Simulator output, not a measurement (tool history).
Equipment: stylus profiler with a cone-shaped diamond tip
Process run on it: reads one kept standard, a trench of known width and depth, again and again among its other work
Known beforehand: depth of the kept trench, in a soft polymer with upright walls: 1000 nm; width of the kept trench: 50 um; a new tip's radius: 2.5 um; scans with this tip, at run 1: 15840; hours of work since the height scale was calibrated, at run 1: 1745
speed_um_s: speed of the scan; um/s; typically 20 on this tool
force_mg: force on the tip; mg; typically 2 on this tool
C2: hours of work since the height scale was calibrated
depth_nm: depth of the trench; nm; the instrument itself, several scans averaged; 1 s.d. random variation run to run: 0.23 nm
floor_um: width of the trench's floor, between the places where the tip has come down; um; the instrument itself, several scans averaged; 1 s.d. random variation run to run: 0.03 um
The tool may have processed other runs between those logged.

{"run": 1, "hour": 0.0, "speed_um_s": 20, "force_mg": 2, "scans with this tip": 15840, "C2": 1745, "depth_nm": 1016.1, "floor_um": 42.74}
{"run": 2, "hour": 25.6, "speed_um_s": 20, "force_mg": 2, "scans with this tip": 15991, "C2": 1762, "depth_nm": 1016.34, "floor_um": 42.79}
{"run": 3, "hour": 62.7, "speed_um_s": 20, "force_mg": 2, "scans with this tip": 16211, "C2": 1786, "depth_nm": 1016.52, "floor_um": 42.7}
{"run": 4, "hour": 93.3, "speed_um_s": 5, "force_mg": 2, "scans with this tip": 16392, "C2": 1806, "depth_nm": 1016.82, "floor_um": 42.68}
{"run": 5, "hour": 132.2, "speed_um_s": 5, "force_mg": 2, "scans with this tip": 16623, "C2": 1832, "depth_nm": 1016.57, "floor_um": 42.66}
{"run": 6, "hour": 163.2, "speed_um_s": 29, "force_mg": 2, "scans with this tip": 16806, "C2": 1852, "depth_nm": 1017.18, "floor_um": 42.61}
{"run": 7, "hour": 188.2, "speed_um_s": 29, "force_mg": 2, "scans with this tip": 16955, "C2": 1868, "depth_nm": 1016.81, "floor_um": 42.63}
{"run": 8, "hour": 214.6, "speed_um_s": 29, "force_mg": 2, "scans with this tip": 17110, "C2": 1885, "depth_nm": 1017, "floor_um": 42.59}
{"run": 9, "hour": 251.3, "speed_um_s": 29, "force_mg": 2, "scans with this tip": 17328, "C2": 1909, "depth_nm": 1017.02, "floor_um": 42.54}
{"run": 10, "hour": 288.4, "speed_um_s": 29, "force_mg": 1.62, "scans with this tip": 17548, "C2": 1934, "depth_nm": 1015.53, "floor_um": 42.42}
{"run": 11, "hour": 305.4, "speed_um_s": 29, "force_mg": 1.62, "scans with this tip": 17648, "C2": 1945, "depth_nm": 1015.59, "floor_um": 42.49}
{"run": 12, "hour": 323.4, "speed_um_s": 44, "force_mg": 2, "scans with this tip": 17755, "C2": 1956, "depth_nm": 1017.22, "floor_um": 42.46}
{"hour": 335.1, "done": "new tip fitted, height scale calibrated"}
{"run": 13, "hour": 357.4, "speed_um_s": 20, "force_mg": 2, "scans with this tip": 132, "C2": 15, "depth_nm": 1010.49, "floor_um": 45.9}
{"run": 14, "hour": 384.3, "speed_um_s": 20, "force_mg": 2, "scans with this tip": 292, "C2": 32, "depth_nm": 1010.8, "floor_um": 45.84}
{"run": 15, "hour": 420.2, "speed_um_s": 20, "force_mg": 2, "scans with this tip": 504, "C2": 56, "depth_nm": 1010.73, "floor_um": 45.74}
{"run": 16, "hour": 449.7, "speed_um_s": 20, "force_mg": 2, "scans with this tip": 679, "C2": 75, "depth_nm": 1011.47, "floor_um": 45.67}
{"run": 17, "hour": 490.6, "speed_um_s": 20, "force_mg": 2, "scans with this tip": 921, "C2": 102, "depth_nm": 1011.09, "floor_um": 45.68}
{"run": 18, "hour": 514.9, "speed_um_s": 20, "force_mg": 4.3, "scans with this tip": 1065, "C2": 117, "depth_nm": 1017.9, "floor_um": 45.64}
{"run": 19, "hour": 543.3, "speed_um_s": 20, "force_mg": 2, "scans with this tip": 1233, "C2": 136, "depth_nm": 1011.09, "floor_um": 45.63}
{"run": 20, "hour": 580.6, "speed_um_s": 20, "force_mg": 2, "scans with this tip": 1454, "C2": 160, "depth_nm": 1011.24, "floor_um": 45.53}
{"run": 21, "hour": 608.4, "speed_um_s": 23, "force_mg": 1.62, "scans with this tip": 1619, "C2": 178, "depth_nm": 1009.88, "floor_um": 45.45}
{"run": 22, "hour": 649.4, "speed_um_s": 20, "force_mg": 1.87, "scans with this tip": 1862, "C2": 205, "depth_nm": 1011.38, "floor_um": 45.43}
{"run": 23, "hour": 678.9, "speed_um_s": 6, "force_mg": 3.66, "scans with this tip": 2036, "C2": 224, "depth_nm": 1016.88, "floor_um": 45.35}
{"run": 24, "hour": 700.1, "speed_um_s": 78, "force_mg": 0.78, "scans with this tip": 2162, "C2": 238, "depth_nm": 1006.54, "floor_um": 45.14}
{"run": 25, "hour": 739.9, "speed_um_s": 59, "force_mg": 1.25, "scans with this tip": 2397, "C2": 264, "depth_nm": 1008.42, "floor_um": 45.11}
{"run": 26, "hour": 773.5, "speed_um_s": 34, "force_mg": 0.75, "scans with this tip": 2596, "C2": 286, "depth_nm": 1006.53, "floor_um": 45.19}
{"hour": 777.7, "done": "height scale calibrated on a step standard"}
{"run": 27, "hour": 800.8, "speed_um_s": 17, "force_mg": 1.29, "scans with this tip": 2755, "C2": 15, "depth_nm": 1009.65, "floor_um": 45.19}
{"run": 28, "hour": 817.9, "speed_um_s": 17, "force_mg": 1.29, "scans with this tip": 2856, "C2": 26, "depth_nm": 1009.32, "floor_um": 45.17}
{"run": 29, "hour": 841.3, "speed_um_s": 56, "force_mg": 1.29, "scans with this tip": 2995, "C2": 42, "depth_nm": 1009.59, "floor_um": 45.08}
{"hour": 864.0, "done": "height scale calibrated on a step standard, once more"}
{"run": 30, "hour": 866.9, "speed_um_s": 56, "force_mg": 1.29, "scans with this tip": 3143, "C2": 2, "depth_nm": 1007.55, "floor_um": 44.97}
{"run": 31, "hour": 888.9, "speed_um_s": 9, "force_mg": 1.02, "scans with this tip": 3274, "C2": 16, "depth_nm": 1006.48, "floor_um": 45.1}
{"run": 32, "hour": 921.5, "speed_um_s": 10, "force_mg": 0.69, "scans with this tip": 3467, "C2": 38, "depth_nm": 1004.66, "floor_um": 45.08}
{"run": 33, "hour": 955.4, "speed_um_s": 60, "force_mg": 2.42, "scans with this tip": 3667, "C2": 60, "depth_nm": 1011.55, "floor_um": 44.94}
{"run": 34, "hour": 981.1, "speed_um_s": 8, "force_mg": 5.13, "scans with this tip": 3820, "C2": 76, "depth_nm": 1019.5, "floor_um": 44.94}
{"run": 35, "hour": 1013.8, "speed_um_s": 8, "force_mg": 5.13, "scans with this tip": 4013, "C2": 98, "depth_nm": 1019.73, "floor_um": 44.93}
{"run": 36, "hour": 1050.7, "speed_um_s": 76, "force_mg": 2.24, "scans with this tip": 4232, "C2": 122, "depth_nm": 1011.54, "floor_um": 44.74}
{"run": 37, "hour": 1069.9, "speed_um_s": 76, "force_mg": 2.24, "scans with this tip": 4346, "C2": 134, "depth_nm": 1011.1, "floor_um": 44.77}
{"run": 38, "hour": 1104.3, "speed_um_s": 20, "force_mg": 0.67, "scans with this tip": 4549, "C2": 157, "depth_nm": 1005.45, "floor_um": 44.76}
{"run": 39, "hour": 1138.1, "speed_um_s": 39, "force_mg": 0.94, "scans with this tip": 4750, "C2": 179, "depth_nm": 1006.8, "floor_um": 44.66}

Here are 3 independent what-if runs from the current tool condition. What would each one return?
{"run": "A", "hour": 1166.0, "speed_um_s": 6, "force_mg": 2, "scans with this tip": 4915, "C2": 197, "depth_nm": "?", "floor_um": "?"}
{"run": "B", "hour": 1166.0, "speed_um_s": 64, "force_mg": 2.89, "scans with this tip": 4915, "C2": 197, "depth_nm": "?", "floor_um": "?"}
{"run": "C", "hour": 1166.0, "speed_um_s": 9, "force_mg": 1.52, "scans with this tip": 4915, "C2": 197, "depth_nm": "?", "floor_um": "?"}

run=A depth_nm=1010.79 floor_um=44.77
run=B depth_nm=1013.41 floor_um=44.63
run=C depth_nm=1009.39 floor_um=44.81
With the hidden condition removed and each run's random variation left untouched, the same runs would have given:
run=A depth_nm=1010.2 floor_um=46
run=B depth_nm=1012.81 floor_um=45.86
run=C depth_nm=1008.79 floor_um=46.05
